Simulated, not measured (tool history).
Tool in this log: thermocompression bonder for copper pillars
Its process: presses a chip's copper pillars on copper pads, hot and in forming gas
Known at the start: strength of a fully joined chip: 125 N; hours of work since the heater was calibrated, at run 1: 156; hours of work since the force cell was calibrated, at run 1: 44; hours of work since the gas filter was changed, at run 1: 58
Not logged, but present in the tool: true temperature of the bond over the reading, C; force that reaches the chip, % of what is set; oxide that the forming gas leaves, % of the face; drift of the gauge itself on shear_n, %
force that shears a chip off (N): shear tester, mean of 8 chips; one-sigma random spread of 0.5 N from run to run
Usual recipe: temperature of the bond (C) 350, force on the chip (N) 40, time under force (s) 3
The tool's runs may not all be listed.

run     day  temperature of the bond (C)  force on the chip (N)  time under force (s)  hours of work since the heater was calibrated  hours of work since the force cell was calibrated  hours of work since the gas filter was changed  force that shears a chip off (N)
  1       0                          350                     40                     3                                            156                                                 44                                              58                              46.7
  2   0.508                          350                     40                     2                                            163                                                 52                                              66                              38.5
  3   0.854                          350                     56                     3                                            168                                                 56                                              70                              56.2
  4   1.338                          341                     40                     3                                            175                                                 63                                              77                              41.8
  5   1.733                          341                     40                     3                                            180                                                 69                                              83                              42.1
  6   2.392                          341                     40                     3                                            190                                                 78                                              92                              40.7
  7   2.725                          350                     50                     3                                            194                                                 83                                              97                              50.8
  8   3.021                          350                     50                     3                                            199                                                 87                                             101                              49.9
      3.492  -- forming gas filter changed
  9   3.588                          350                     50                     3                                            206                                                 95                                               1                                57
 10   4.133                          350                     50                     3                                            214                                                103                                               9                              57.4
 11   4.796                          350                     50                     3                                            223                                                112                                              18                              55.8
 12   5.312                          350                     50                     3                                            231                                                119                                              26                              55.2
 13   5.729                          350                     40                     3                                            237                                                125                                              32                              48.2
 14   6.346                          350                     40                     3                                            245                                                134                                              40                              47.4
 15   6.671                          334                     40                     2                                            250                                                138                                              45                              32.9
 16   7.162                          338                     55                     2                                            257                                                145                                              52                              44.3
 17   7.896                          368                     27                     7                                            267                                                156                                              62                              57.5
 18   8.275                          368                     37                     2                                            273                                                161                                              68                              45.2
      8.425  -- heater calibrated with a thermocouple chip
 19   8.688                          350                     35                     4                                              4                                                166                                              72                              48.4
 20   9.425                          347                     50                     4                                             14                                                176                                              83                              57.5
 21    9.95                          347                     50                     4                                             22                                                184                                              90                              56.3
 22  10.471                          347                     50                     4                                             29                                                191                                              98                              54.8
 23  10.821                          359                     50                     4                                             34                                                196                                             102                              62.7
     11.179  -- forming gas filter changed
 24  11.329                          379                     45                     2                                             41                                                203                                               2                              59.6
 25  12.025                          379                     31                     2                                             51                                                213                                              12                              46.8

Forecast each of these 3 alternatives for the next run:
     12.662  -- heater calibrated with a thermocouple chip, once more
  A  12.662                          364                     40                     3                                              0                                                220                                              20                                 ?
     12.662  -- heater calibrated with a thermocouple chip, once more
  B  12.662                          379                     50                     2                                              0                                                220                                              20                                 ?
     12.662  -- heater calibrated with a thermocouple chip, once more
  C  12.662                          379                     31                     2                                              0                                                220                                              20                                 ?

run  force that shears a chip off (N)
  A                                54
  B                              60.7
  C                              45.1
Without the tool's hidden state the same runs would have given:
run  force that shears a chip off (N)
  A                                55
  B                              61.9
  C                              45.9
